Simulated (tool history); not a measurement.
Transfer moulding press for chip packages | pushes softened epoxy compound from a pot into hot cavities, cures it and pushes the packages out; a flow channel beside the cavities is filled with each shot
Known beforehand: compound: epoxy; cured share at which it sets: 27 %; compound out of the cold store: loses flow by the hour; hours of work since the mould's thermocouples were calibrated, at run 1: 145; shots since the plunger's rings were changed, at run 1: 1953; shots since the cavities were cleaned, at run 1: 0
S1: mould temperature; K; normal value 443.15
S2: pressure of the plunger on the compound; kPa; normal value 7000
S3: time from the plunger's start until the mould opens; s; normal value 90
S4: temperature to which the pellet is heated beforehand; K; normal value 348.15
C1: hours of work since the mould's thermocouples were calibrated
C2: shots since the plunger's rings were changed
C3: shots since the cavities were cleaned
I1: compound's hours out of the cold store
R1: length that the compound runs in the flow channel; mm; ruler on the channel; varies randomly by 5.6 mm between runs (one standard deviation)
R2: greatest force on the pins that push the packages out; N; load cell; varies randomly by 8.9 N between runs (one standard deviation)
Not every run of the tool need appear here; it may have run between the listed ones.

Run 1, hour 0.0: usual settings; C1 145; C2 1953; C3 0; I1 26.2. Result: R1 843 mm, R2 390 N.
Run 2, hour 9.5: usual settings but S4 349.15 K; C1 152; C2 2080; C3 127; I1 12.0. Result: R1 895 mm, R2 558 N.
Run 3, hour 16.0: usual settings but S2 8180 kPa, S4 349.15 K; C1 156; C2 2168; C3 215; I1 18.2. Result: R1 947 mm, R2 583 N.
Run 4, hour 26.9: usual settings but S2 8180 kPa, S4 349.15 K; C1 164; C2 2315; C3 362; I1 18.4. Result: R1 946 mm, R2 687 N.
Run 5, hour 37.6: usual settings but S2 8180 kPa, S4 349.15 K; C1 171; C2 2458; C3 505; I1 32.3. Result: R1 878 mm, R2 720 N.
Run 6, hour 42.3: usual settings but S2 8180 kPa, S3 94 s, S4 349.15 K; C1 174; C2 2521; C3 568; I1 25.5. Result: R1 902 mm, R2 710 N.
Run 7, hour 47.8: usual settings but S1 442.15 K, S2 8180 kPa, S3 94 s, S4 349.15 K; C1 178; C2 2596; C3 643; I1 36.8. Result: R1 866 mm, R2 757 N.
At hour 55.1: cavities cleaned with cleaning compound and waxed.
Run 8, hour 60.6: usual settings; C1 185; C2 2748; C3 74; I1 24.5. Result: R1 838 mm, R2 496 N.
Run 9, hour 72.0: usual settings; C1 193; C2 2901; C3 227; I1 20.8. Result: R1 850 mm, R2 631 N.
Run 10, hour 77.5: usual settings but S4 343.15 K; C1 197; C2 2974; C3 300; I1 14.2. Result: R1 869 mm, R2 675 N.
Run 11, hour 82.8: usual settings but S2 6170 kPa, S4 343.15 K; C1 201; C2 3046; C3 372; I1 47.6. Result: R1 702 mm, R2 674 N.
Run 12, hour 88.6: usual settings but S2 6170 kPa, S4 343.15 K; C1 204; C2 3124; C3 450; I1 34.6. Result: R1 741 mm, R2 714 N.
Run 13, hour 97.3: usual settings but S2 7570 kPa, S3 121 s; C1 210; C2 3241; C3 567; I1 20.6. Result: R1 880 mm, R2 668 N.
Run 14, hour 103.4: usual settings but S1 450.15 K, S3 92 s; C1 215; C2 3323; C3 649; I1 21.2. Result: R1 823 mm, R2 715 N.
At hour 110.9: cavities cleaned with cleaning compound and waxed.
Run 15, hour 116.1: usual settings but S1 450.15 K, S3 92 s; C1 222; C2 3473; C3 70; I1 13.3. Result: R1 846 mm, R2 420 N.
Run 16, hour 126.4: usual settings but S1 442.15 K, S2 5370 kPa, S3 78 s, S4 339.15 K; C1 229; C2 3611; C3 208; I1 13.8. Result: R1 755 mm, R2 812 N.
Run 17, hour 134.8: usual settings but S4 339.15 K; C1 235; C2 3725; C3 322; I1 23.3. Result: R1 831 mm, R2 661 N.
Run 18, hour 143.0: usual settings but S4 339.15 K; C1 240; C2 3834; C3 431; I1 18.3. Result: R1 854 mm, R2 704 N.
Run 19, hour 151.6: usual settings but S4 339.15 K; C1 246; C2 3950; C3 547; I1 35.5. Result: R1 779 mm, R2 716 N.
At hour 157.0: plunger's sealing rings changed.
Run 20, hour 164.2: usual settings but S1 448.15 K, S2 5520 kPa, S4 347.15 K; C1 253; C2 97; C3 683; I1 27.3. Result: R1 756 mm, R2 727 N.
At hour 168.8: cavities cleaned with cleaning compound and waxed.
Run 21, hour 171.6: usual settings but S1 448.15 K, S2 5520 kPa, S4 347.15 K; C1 257; C2 177; C3 39; I1 17.9. Result: R1 784 mm, R2 413 N.
Run 22, hour 180.8: usual settings but S1 448.15 K, S2 5520 kPa, S4 347.15 K; C1 263; C2 300; C3 162; I1 29.4. Result: R1 747 mm, R2 510 N.
Run 23, hour 189.7: usual settings but S4 351.15 K; C1 269; C2 419; C3 281; I1 32.4. Result: R1 840 mm, R2 635 N.

Across each entry between runs, compare the hidden state at the last listed run before it with the hidden state at the first listed run after it:
Between runs 7 and 8: cavities cleaned with cleaning compound and waxed (hour 55.1)
  true mould temperature over the reading, C: 0.13 -> 0.14; pressure that reaches the compound, % of what is set: 91.04 -> 90.54; grip of the stained cavities, % over clean ones': 98.2 -> 24.8
  what was measured, less what the result would be without the hidden state, R1: -42 -> -43 mm; R2: +375 -> +98 N
Between runs 14 and 15: cavities cleaned with cleaning compound and waxed (hour 110.9)
  true mould temperature over the reading, C: 0.18 -> 0.19; pressure that reaches the compound, % of what is set: 88.5 -> 87.95; grip of the stained cavities, % over clean ones': 99.5 -> 22.6
  what was measured, less what the result would be without the hidden state, R1: -53 -> -57 mm; R2: +351 -> +78 N
Between runs 19 and 20: plunger's sealing rings changed (hour 157.0)
  true mould temperature over the reading, C: 0.22 -> 0.23; pressure that reaches the compound, % of what is set: 86.36 -> 99.32; grip of the stained cavities, % over clean ones': 92 -> 99.8
  what was measured, less what the result would be without the hidden state, R1: -60 -> -3 mm; R2: +340 -> +358 N
Between runs 20 and 21: cavities cleaned with cleaning compound and waxed (hour 168.8)
  true mould temperature over the reading, C: 0.23 -> 0.24; pressure that reaches the compound, % of what is set: 99.32 -> 99.05; grip of the stained cavities, % over clean ones': 99.8 -> 13.4
  what was measured, less what the result would be without the hidden state, R1: -3 -> -5 mm; R2: +358 -> +47 N
